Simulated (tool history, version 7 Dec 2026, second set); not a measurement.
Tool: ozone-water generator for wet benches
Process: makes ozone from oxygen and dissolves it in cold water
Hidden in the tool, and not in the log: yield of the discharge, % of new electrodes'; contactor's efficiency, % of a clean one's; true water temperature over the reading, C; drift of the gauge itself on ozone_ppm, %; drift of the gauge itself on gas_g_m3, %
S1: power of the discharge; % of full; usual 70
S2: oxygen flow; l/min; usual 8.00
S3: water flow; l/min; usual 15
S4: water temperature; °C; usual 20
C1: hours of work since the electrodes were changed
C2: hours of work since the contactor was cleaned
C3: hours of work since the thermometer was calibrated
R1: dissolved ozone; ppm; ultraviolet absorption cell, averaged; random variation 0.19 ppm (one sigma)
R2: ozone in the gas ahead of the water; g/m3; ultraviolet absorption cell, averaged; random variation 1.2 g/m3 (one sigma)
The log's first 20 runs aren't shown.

run 21 hour=726.7 | S1=43 S2=13.89 S3=15 S4=21 | C1=481 C2=2858 C3=4526 | R1=14.5 R2=104.6
run 22 hour=776.2 | S1=43 S2=13.89 S3=15 S4=21 | C1=512 C2=2889 C3=4557 | R1=14.2 R2=105.5
run 23 hour=807.7 | S1=70 S2=5.56 S3=15 S4=20 | C1=532 C2=2908 C3=4577 | R1=28.5 R2=276.1
run 24 hour=860.5 | S1=40 S2=8.00 S3=18 S4=20 | C1=565 C2=2942 C3=4610 | R1=14.7 R2=143.4
run 25 hour=891.6 | S1=93 S2=8.00 S3=18 S4=20 | C1=585 C2=2961 C3=4630 | R1=27.4 R2=268.0
run 26 hour=932.5 | S1=93 S2=8.00 S3=18 S4=20 | C1=610 C2=2987 C3=4655 | R1=27.7 R2=266.7
run 27 hour=964.4 | S1=93 S2=8.00 S3=18 S4=20 | C1=630 C2=3007 C3=4675 | R1=27.4 R2=266.5
run 28 hour=995.3 | S1=62 S2=11.82 S3=18 S4=13 | C1=650 C2=3026 C3=4695 | R1=21.0 R2=151.9
run 29 hour=1021.8 | S1=60 S2=8.00 S3=15 S4=20 | C1=666 C2=3043 C3=4711 | R1=23.1 R2=193.8
run 30 hour=1048.8 | S1=61 S2=13.30 S3=11 S4=16 | C1=683 C2=3060 C3=4728 | R1=25.4 R2=138.3
run 31 hour=1079.8 | S1=97 S2=5.50 S3=18 S4=19 | C1=703 C2=3079 C3=4748 | R1=31.4 R2=354.0
run 32 hour=1130.0 | S1=60 S2=9.48 S3=9 S4=27 | C1=734 C2=3111 C3=4779 | R1=24.8 R2=173.4

Forecast each of these 4 alternatives for the next run:
run A hour=1170.4 | S1=49 S2=6.45 S3=19 S4=20 | C1=760 C2=3136 C3=4805 | R1=? R2=?
run B hour=1170.4 | S1=60 S2=8.55 S3=9 S4=22 | C1=760 C2=3136 C3=4805 | R1=? R2=?
run C hour=1170.4 | S1=90 S2=9.48 S3=10 S4=27 | C1=760 C2=3136 C3=4805 | R1=? R2=?
run D hour=1170.4 | S1=90 S2=9.48 S3=15 S4=18 | C1=760 C2=3136 C3=4805 | R1=? R2=?

run=A R1=17.1 R2=190.6
run=B R1=29.7 R2=184.0
run=C R1=31.7 R2=233.1
run=D R1=30.3 R2=233.4
Without the tool's hidden state the same runs would have given:
run=A R1=18.1 R2=192.7
run=B R1=31.2 R2=186.5
run=C R1=33.5 R2=237.3
run=D R1=32.1 R2=237.7
